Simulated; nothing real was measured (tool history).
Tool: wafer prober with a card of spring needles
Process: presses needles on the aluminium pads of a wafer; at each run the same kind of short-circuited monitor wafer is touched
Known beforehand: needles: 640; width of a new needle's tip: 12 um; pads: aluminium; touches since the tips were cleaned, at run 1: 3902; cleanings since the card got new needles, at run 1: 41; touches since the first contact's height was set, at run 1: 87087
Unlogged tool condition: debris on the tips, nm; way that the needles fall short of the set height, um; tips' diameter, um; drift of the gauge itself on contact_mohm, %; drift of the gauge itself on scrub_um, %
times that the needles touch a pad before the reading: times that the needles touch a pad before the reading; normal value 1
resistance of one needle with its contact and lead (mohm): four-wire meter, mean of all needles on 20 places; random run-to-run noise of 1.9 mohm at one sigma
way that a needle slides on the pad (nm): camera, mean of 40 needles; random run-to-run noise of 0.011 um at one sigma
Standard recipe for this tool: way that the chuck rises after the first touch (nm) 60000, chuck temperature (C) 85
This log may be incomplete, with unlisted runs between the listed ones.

| run | day | way that the chuck rises after the first touch (nm) | chuck temperature (C) | times that the needles touch a pad before the reading | touches since the tips were cleaned | cleanings since the card got new needles | touches since the first contact's height was set | resistance of one needle with its contact and lead (mohm) | way that a needle slides on the pad (nm) |
|---|---|---|---|---|---|---|---|---|---|
| 1 | 0 | 60000 | 85 | 1 | 3902 | 41 | 87087 | 267 | 9020 |
|  | 0.046 | tips cleaned on abrasive film |
|  | 0.358 | tips cleaned on abrasive film |
| 2 | 0.471 | 67000 | 85 | 1 | 1542 | 43 | 93457 | 229 | 10120 |
|  | 0.692 | tips cleaned on abrasive film |
|  | 0.925 | height of the first contact set anew |
| 3 | 0.925 | 60000 | 85 | 1 | 3036 | 44 | 0 | 259 | 9160 |
|  | 1 | tips cleaned on abrasive film |
|  | 1.304 | tips cleaned on abrasive film |
| 4 | 1.396 | 60000 | 85 | 1 | 1249 | 46 | 6342 | 228 | 9140 |
|  | 1.633 | tips cleaned on abrasive film |
|  | 1.921 | tips cleaned on abrasive film |
| 5 | 1.921 | 60000 | 85 | 1 | 0 | 48 | 13435 | 214 | 9130 |
|  | 2.262 | tips cleaned on abrasive film |
| 6 | 2.538 | 60000 | 85 | 1 | 3803 | 49 | 21869 | 261 | 9110 |
|  | 2.608 | tips cleaned on abrasive film |
|  | 2.904 | tips cleaned on abrasive film |
| 7 | 2.958 | 60000 | 109 | 1 | 750 | 51 | 27547 | 228 | 9120 |
|  | 3.2 | tips cleaned on abrasive film |
| 8 | 3.408 | 60000 | 85 | 1 | 2885 | 52 | 33669 | 259 | 9120 |
|  | 3.529 | tips cleaned on abrasive film |
|  | 3.858 | tips cleaned on abrasive film |
| 9 | 3.862 | 60000 | 85 | 1 | 38 | 54 | 39775 | 208 | 9100 |
|  | 4.179 | tips cleaned on abrasive film |
|  | 4.471 | tips cleaned on abrasive film |
| 10 | 4.592 | 60000 | 85 | 2 | 1656 | 56 | 49671 | 226 | 9080 |
|  | 4.762 | tips cleaned on abrasive film |
|  | 5.092 | tips cleaned on abrasive film |
| 11 | 5.267 | 60000 | 34 | 1 | 2387 | 58 | 58844 | 239 | 9070 |
|  | 5.421 | tips cleaned on abrasive film |
|  | 5.738 | tips cleaned on abrasive film |
| 12 | 5.875 | 60000 | 34 | 1 | 1909 | 60 | 67115 | 237 | 9060 |
|  | 6.058 | tips cleaned on abrasive film |
|  | 6.383 | tips cleaned on abrasive film |
| 13 | 6.625 | 60000 | 34 | 1 | 3351 | 62 | 77296 | 255 | 9050 |
|  | 6.683 | tips cleaned on abrasive film |
|  | 7.021 | tips cleaned on abrasive film |
| 14 | 7.183 | 60000 | 34 | 1 | 2212 | 64 | 84846 | 246 | 9020 |
|  | 7.333 | tips cleaned on abrasive film |
|  | 7.646 | tips cleaned on abrasive film |
| 15 | 7.65 | 60000 | 85 | 1 | 11 | 66 | 91118 | 220 | 9010 |
|  | 7.942 | tips cleaned on abrasive film |
|  | 8.262 | tips cleaned on abrasive film |
|  | 8.275 | height of the first contact set anew |
| 16 | 8.342 | 60000 | 85 | 1 | 903 | 68 | 903 | 228 | 9140 |
|  | 8.567 | tips cleaned on abrasive film |
|  | 8.908 | tips cleaned on abrasive film |
| 17 | 8.979 | 65000 | 97 | 2 | 932 | 70 | 9508 | 227 | 9910 |
|  | 9.262 | tips cleaned on abrasive film |
|  | 9.571 | tips cleaned on abrasive film |
| 18 | 9.646 | 70000 | 56 | 2 | 1063 | 72 | 18589 | 215 | 10670 |
|  | 9.867 | tips cleaned on abrasive film |
|  | 10.204 | tips cleaned on abrasive film |
| 19 | 10.35 | 60000 | 53 | 2 | 2010 | 74 | 28141 | 224 | 9140 |
|  | 10.508 | tips cleaned on abrasive film |
|  | 10.812 | tips cleaned on abrasive film |
| 20 | 10.933 | 60000 | 53 | 2 | 1664 | 76 | 36072 | 222 | 9090 |
|  | 11.158 | tips cleaned on abrasive film |
| 21 | 11.271 | 60000 | 53 | 2 | 1509 | 77 | 40614 | 223 | 9090 |
|  | 11.475 | tips cleaned on abrasive film |
|  | 11.8 | tips cleaned on abrasive film |
| 22 | 11.912 | 41000 | 58 | 2 | 1568 | 79 | 49357 | 254 | 6180 |
|  | 12.108 | tips cleaned on abrasive film |
|  | 12.412 | tips cleaned on abrasive film |
| 23 | 12.479 | 47000 | 85 | 1 | 955 | 81 | 57021 | 243 | 7090 |
|  | 12.717 | tips cleaned on abrasive film |
|  | 13.071 | tips cleaned on abrasive film |
| 24 | 13.196 | 56000 | 37 | 1 | 1771 | 83 | 66767 | 245 | 8440 |
|  | 13.383 | tips cleaned on abrasive film |
|  | 13.683 | tips cleaned on abrasive film |
| 25 | 13.779 | 56000 | 37 | 1 | 1332 | 85 | 74649 | 235 | 8450 |
|  | 13.979 | tips cleaned on abrasive film |
| 26 | 14.188 | 53000 | 93 | 1 | 2859 | 86 | 80204 | 277 | 7970 |
|  | 14.275 | tips cleaned on abrasive film |
|  | 14.588 | tips cleaned on abrasive film |
|  | 14.879 | tips cleaned on abrasive film |
| 27 | 14.942 | 44000 | 93 | 2 | 890 | 89 | 90398 | 247 | 6570 |
|  | 15.171 | tips cleaned on abrasive film |
| 28 | 15.388 | 76000 | 49 | 3 | 2956 | 90 | 96459 | 211 | 11430 |
|  | 15.496 | tips cleaned on abrasive film |
|  | 15.629 | height of the first contact set anew |
|  | 15.842 | tips cleaned on abrasive film |
| 29 | 15.958 | 51000 | 43 | 1 | 1569 | 92 | 4438 | 248 | 7760 |
|  | 16.167 | tips cleaned on abrasive film |
| 30 | 16.396 | 60000 | 62 | 1 | 3138 | 93 | 10408 | 261 | 9150 |
|  | 16.479 | tips cleaned on abrasive film |
|  | 16.812 | tips cleaned on abrasive film |
|  | 17.125 | tips cleaned on abrasive film |
| 31 | 17.129 | 43000 | 62 | 1 | 67 | 96 | 20311 | 224 | 6520 |

Below are 4 alternative next runs, each starting from the tool's condition after run 31. Predict each:
|  | 17.438 | tips cleaned on abrasive film |
| A | 17.517 | 47000 | 62 | 1 | 1110 | 97 | 25585 | ? | ? |
|  | 17.438 | tips cleaned on abrasive film |
| B | 17.517 | 56000 | 85 | 1 | 1110 | 97 | 25585 | ? | ? |
|  | 17.438 | tips cleaned on abrasive film |
| C | 17.517 | 43000 | 62 | 2 | 1110 | 97 | 25585 | ? | ? |
|  | 17.438 | tips cleaned on abrasive film |
| D | 17.517 | 43000 | 115 | 1 | 1110 | 97 | 25585 | ? | ? |

| run | resistance of one needle with its contact and lead (mohm) | way that a needle slides on the pad (nm) |
|---|---|---|
| A | 253 | 7130 |
| B | 239 | 8500 |
| C | 242 | 6520 |
| D | 268 | 6530 |
The same runs, with their run-to-run variation unchanged, on a tool lacking any hidden condition would have given:
| run | resistance of one needle with its contact and lead (mohm) | way that a needle slides on the pad (nm) |
|---|---|---|
| A | 207 | 7170 |
| B | 207 | 8530 |
| C | 210 | 6560 |
| D | 219 | 6570 |
